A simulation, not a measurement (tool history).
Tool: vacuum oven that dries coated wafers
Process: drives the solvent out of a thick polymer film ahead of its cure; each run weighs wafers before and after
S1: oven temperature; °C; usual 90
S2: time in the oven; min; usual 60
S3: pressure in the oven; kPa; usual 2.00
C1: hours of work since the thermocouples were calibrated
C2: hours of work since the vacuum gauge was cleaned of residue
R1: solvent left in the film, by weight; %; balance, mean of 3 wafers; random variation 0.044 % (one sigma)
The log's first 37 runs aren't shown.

run	day	S1	S2	S3	C1	C2	R1
38	32.675	83	100	2.81	735	735	3.18
39	33.642	90	57	2.00	752	752	2.33
40	34.592	90	51	3.47	769	769	3.43
41	35.308	92	63	3.47	782	782	2.67
42	36.325	92	63	3.47	800	800	2.65
43	37.558	92	63	3.47	822	822	2.65
44	38.767	90	97	2.00	843	843	1.70
45	39.533	90	97	2.00	857	857	1.75
46	40.483	100	70	7.19	874	874	3.49

4 ways to go on from here, each from the tool as it stands after run 46. What would each give?
A	41.125	97	70	1.07	885	885	?
B	41.125	84	70	7.19	885	885	?
C	41.125	100	70	1.21	885	885	?
D	41.125	86	33	1.68	885	885	?

run	R1
A	0.83
B	7.00
C	0.80
D	4.55
Without the tool's hidden state the same runs would have given:
run	R1
A	0.61
B	6.42
C	0.61
D	4.11

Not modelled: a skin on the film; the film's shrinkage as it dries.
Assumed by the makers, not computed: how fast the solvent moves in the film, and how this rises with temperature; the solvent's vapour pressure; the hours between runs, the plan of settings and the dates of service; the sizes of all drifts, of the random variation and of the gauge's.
